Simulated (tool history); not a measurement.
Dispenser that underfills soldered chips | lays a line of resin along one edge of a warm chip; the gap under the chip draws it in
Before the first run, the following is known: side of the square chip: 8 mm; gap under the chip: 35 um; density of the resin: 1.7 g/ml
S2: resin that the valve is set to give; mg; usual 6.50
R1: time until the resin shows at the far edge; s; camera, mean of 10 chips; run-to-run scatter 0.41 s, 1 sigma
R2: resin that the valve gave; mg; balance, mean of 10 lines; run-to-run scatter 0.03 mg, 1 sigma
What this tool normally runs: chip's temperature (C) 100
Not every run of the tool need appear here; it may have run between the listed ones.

{"run": 1, "hour": 0.0, "chip's temperature (C)": 100, "S2": 6.5, "R1": 46.9, "R2": 6.38}
{"hour": 1.5, "done": "new syringe of resin"}
{"run": 2, "hour": 3.5, "chip's temperature (C)": 100, "S2": 6.5, "R1": 28.1, "R2": 6.32}
{"run": 3, "hour": 5.6, "chip's temperature (C)": 100, "S2": 6.5, "R1": 31.2, "R2": 6.36}
{"run": 4, "hour": 10.0, "chip's temperature (C)": 100, "S2": 6.5, "R1": 37.8, "R2": 6.39}
{"run": 5, "hour": 12.3, "chip's temperature (C)": 100, "S2": 6.5, "R1": 42.9, "R2": 6.34}
{"hour": 16.2, "done": "new syringe of resin"}
{"run": 6, "hour": 16.8, "chip's temperature (C)": 100, "S2": 6.5, "R1": 26.5, "R2": 6.35}
{"hour": 18.8, "done": "dispensing valve cleaned and set on the balance"}
{"run": 7, "hour": 22.1, "chip's temperature (C)": 100, "S2": 7.63, "R1": 31.6, "R2": 7.65}
{"run": 8, "hour": 25.2, "chip's temperature (C)": 100, "S2": 7.63, "R1": 36.5, "R2": 7.58}
{"run": 9, "hour": 28.0, "chip's temperature (C)": 101, "S2": 7.52, "R1": 40.0, "R2": 7.49}
{"hour": 31.7, "done": "new syringe of resin"}
{"run": 10, "hour": 32.4, "chip's temperature (C)": 113, "S2": 6.68, "R1": 14.5, "R2": 6.67}
{"run": 11, "hour": 35.0, "chip's temperature (C)": 100, "S2": 7.03, "R1": 29.4, "R2": 7.01}
{"run": 12, "hour": 39.0, "chip's temperature (C)": 100, "S2": 7.03, "R1": 35.7, "R2": 7.0}
{"run": 13, "hour": 42.2, "chip's temperature (C)": 111, "S2": 6.61, "R1": 26.1, "R2": 6.56}
{"hour": 46.3, "done": "new syringe of resin"}
{"run": 14, "hour": 46.8, "chip's temperature (C)": 111, "S2": 6.61, "R1": 17.2, "R2": 6.58}

Forecast run 15:
{"run": 15, "hour": 50.8, "chip's temperature (C)": 112, "S2": 5.76, "R1": "?", "R2": "?"}

R1: 19.2 s
R2: 5.70 mg
Minus the tool's unlogged condition, the same run would have read R1 16.4 s, R2 5.74 mg.
